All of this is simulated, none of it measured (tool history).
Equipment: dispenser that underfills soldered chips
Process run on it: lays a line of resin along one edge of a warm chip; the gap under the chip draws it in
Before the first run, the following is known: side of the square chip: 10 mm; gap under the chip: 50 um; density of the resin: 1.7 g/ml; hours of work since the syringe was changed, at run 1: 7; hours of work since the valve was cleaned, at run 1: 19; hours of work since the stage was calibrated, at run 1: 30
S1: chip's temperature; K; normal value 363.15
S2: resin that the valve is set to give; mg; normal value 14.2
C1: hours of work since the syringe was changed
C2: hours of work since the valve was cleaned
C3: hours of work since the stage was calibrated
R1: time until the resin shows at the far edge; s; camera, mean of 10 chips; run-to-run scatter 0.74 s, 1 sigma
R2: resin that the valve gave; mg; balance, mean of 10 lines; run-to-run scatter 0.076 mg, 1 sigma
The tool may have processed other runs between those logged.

run     day      S1    S2  C1  C2   C3     R1     R2
  1   0.000  363.15  14.2   7  19   30  113.9  14.13
      0.042  -- new syringe of resin
  2   0.342  363.15  14.2   5  25   36   98.4  14.07
      0.471  -- new syringe of resin
  3   0.825  363.15  14.2   6  33   44  106.5  13.84
      0.929  -- new syringe of resin
  4   1.288  363.15  14.2   6  41   52  107.3  13.89
      1.396  -- new syringe of resin
  5   1.717  363.15  12.7   6  48   59  102.1  12.41
      1.838  -- new syringe of resin
  6   2.042  363.15  14.0   4  54   64   86.1  13.56
      2.258  -- dispensing valve cleaned and set on the balance
      2.338  -- new syringe of resin
  7   2.542  363.15  14.0   3   5   72   85.5  14.00
      2.783  -- new syringe of resin
  8   3.046  363.15  14.0   5  13   81   94.9  13.93
      3.242  -- new syringe of resin
  9   3.333  363.15  14.0   2  18   85   79.2  13.85
      3.683  -- new syringe of resin
 10   3.875  363.15  14.0   3  27   95   89.7  13.96
      4.133  -- new syringe of resin
 11   4.312  367.15  14.0   3  35  102   73.5  13.94
      4.604  -- new syringe of resin
 12   4.667  367.15  14.0   1  40  108   63.8  13.84
 13   4.904  363.15  15.1   5  45  112  101.5  14.75
      5.042  -- new syringe of resin
 14   5.438  363.15  15.1   7  54  121  114.1  14.64
      5.488  -- new syringe of resin
      5.683  -- dispensing valve cleaned and set on the balance
 15   5.742  363.15  15.1   4   1  125   88.9  15.11
      5.967  -- new syringe of resin
 16   6.138  363.15  14.2   3   8  132   82.8  13.98
      6.404  -- new syringe of resin
 17   6.650  363.15  14.2   4  16  141   96.4  14.04
      6.846  -- new syringe of resin
 18   6.925  361.15  14.9   1  21  145   82.8  14.73
 19   7.175  361.15  17.5   6  25  150  111.7  17.08
      7.304  -- new syringe of resin
 20   7.696  354.15  14.8   7  34  158  166.3  14.40
      7.733  -- new syringe of resin
      8.188  -- new syringe of resin
 21   8.188  354.15  14.8   0  42  166  100.4  14.30
      8.633  -- new syringe of resin
 22   8.688  354.15  14.8   1  50  175  108.6  14.38
      9.071  -- new syringe of resin
      9.112  -- dispensing valve cleaned and set on the balance
 23   9.271  355.15  17.9   3   3  184  116.6  17.71
      9.562  -- new syringe of resin
 24   9.725  355.15  15.1   3  10  192  121.3  15.02
     10.004  -- new syringe of resin
 25  10.125  376.15  12.8   2  17  198   48.9  12.69
     10.438  -- new syringe of resin
 26  10.662  353.15  15.0   4  26  207  139.8  14.75
     10.888  -- new syringe of resin
 27  11.012  353.15  15.0   2  32  213  126.9  14.80
 28  11.238  353.15  15.0   6  36  217  167.9  14.77
     11.317  -- new syringe of resin
     11.762  -- new syringe of resin
 29  11.762  362.15  14.4   0  45  226   72.4  13.99
 30  12.104  362.15  16.3   6  51  232  111.1  15.77
     12.192  -- new syringe of resin
     12.538  -- dispensing valve cleaned and set on the balance
 31  12.646  362.15  16.3   7   2  240  124.5  16.32
     12.692  -- new syringe of resin
 32  13.083  362.15  16.3   7   9  248  119.1  16.30
     13.146  -- new syringe of resin
 33  13.479  368.15  14.2   6  16  254   88.5  14.02
     13.608  -- new syringe of resin
 34  13.833  368.15  15.6   4  22  260   78.5  15.46

Pick out some run-to-run changes in R1. Of each, how much would a tool without hidden state show as well, from the settings, what came in and chance, and how much is left for the hidden state and any gauge scatter not in both results compared?
Unlogged tool condition in this case: resin's viscosity, % of fresh resin's; dose that the valve gives, % of what is set; true chip temperature over the reading, C; drift of the gauge itself on fill_s, %; drift of the gauge itself on given_mg, %.
Run 20 -> 21: new syringe of resin, new syringe of resin. R1 -65.9 s: hidden state -66.3, all else +0.4.
Run 24 -> 25: S1 355.15 -> 376.15, S2 15.1 -> 12.8, new syringe of resin. R1 -72.4 s: hidden state -18.7, all else -53.7.
Run 25 -> 26: S1 376.15 -> 353.15, S2 12.8 -> 15.0, new syringe of resin. R1 +90.9 s: hidden state +29.9, all else +61.0.
Run 27 -> 28: no setting changed, nothing entered. R1 +41.0 s: hidden state +41.2, all else -0.2.
Run 28 -> 29: S1 353.15 -> 362.15, S2 15.0 -> 14.4, new syringe of resin, new syringe of resin. R1 -95.5 s: hidden state -62.2, all else -33.3.
